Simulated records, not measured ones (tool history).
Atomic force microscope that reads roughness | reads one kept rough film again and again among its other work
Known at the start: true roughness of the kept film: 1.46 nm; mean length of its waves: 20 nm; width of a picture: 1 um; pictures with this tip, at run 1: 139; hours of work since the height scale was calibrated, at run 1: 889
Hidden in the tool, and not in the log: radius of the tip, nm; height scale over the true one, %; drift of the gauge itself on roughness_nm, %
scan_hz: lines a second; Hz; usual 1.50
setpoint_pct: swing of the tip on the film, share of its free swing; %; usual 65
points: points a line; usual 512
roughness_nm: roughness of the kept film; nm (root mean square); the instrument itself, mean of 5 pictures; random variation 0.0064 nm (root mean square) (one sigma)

run,day,scan_hz,setpoint_pct,points,pictures with this tip,hours of work since the height scale was calibrated,roughness_nm
1,0.000,1.50,65,512,139,889,1.196
2,0.567,1.50,65,512,168,899,1.195
3,1.783,2.91,65,512,230,919,1.143
4,3.021,1.50,88,512,294,940,1.058
5,3.904,1.50,88,512,339,955,1.051
6,4.538,1.50,88,512,372,966,1.041
# day 5.192: new tip fitted
7,5.688,0.57,65,512,25,984,1.262
8,6.417,0.57,65,512,63,997,1.254
9,7.479,0.57,65,512,117,1014,1.229
10,8.738,0.57,65,512,182,1036,1.212
11,9.817,0.87,65,512,237,1054,1.190
# day 9.938: height scale calibrated on a step standard
12,10.846,0.87,65,512,288,15,1.162
13,12.083,1.12,65,512,351,36,1.130
14,12.817,1.12,65,512,389,48,1.124
# day 13.067: new tip fitted
15,13.567,0.63,69,940,25,61,1.260
16,14.796,0.93,65,512,88,81,1.228
# day 15.371: height scale calibrated on a step standard, once more
17,16.038,0.93,65,512,150,11,1.223
18,17.412,0.93,61,788,221,34,1.224
19,18.646,1.69,57,775,284,55,1.189
20,19.242,0.78,65,993,314,65,1.191
21,20.538,0.78,65,993,381,87,1.167
# day 20.908: new tip fitted
22,21.292,0.78,65,993,20,99,1.286
23,22.371,0.86,65,256,75,117,1.214
24,23.579,0.86,65,256,137,137,1.195
25,24.558,0.86,65,612,187,154,1.233
26,25.829,0.86,65,612,252,175,1.187

Forecast each of these 4 alternatives for the next run:
A,26.742,1.50,65,272,299,190,?
B,26.742,0.86,77,612,299,190,?
C,26.742,3.77,61,415,299,190,?
D,26.742,0.57,68,402,299,190,?

run,roughness_nm
A,1.126
B,1.151
C,1.113
D,1.174
Without the tool's hidden state the same runs would have given:
run,roughness_nm
A,1.227
B,1.255
C,1.213
D,1.280
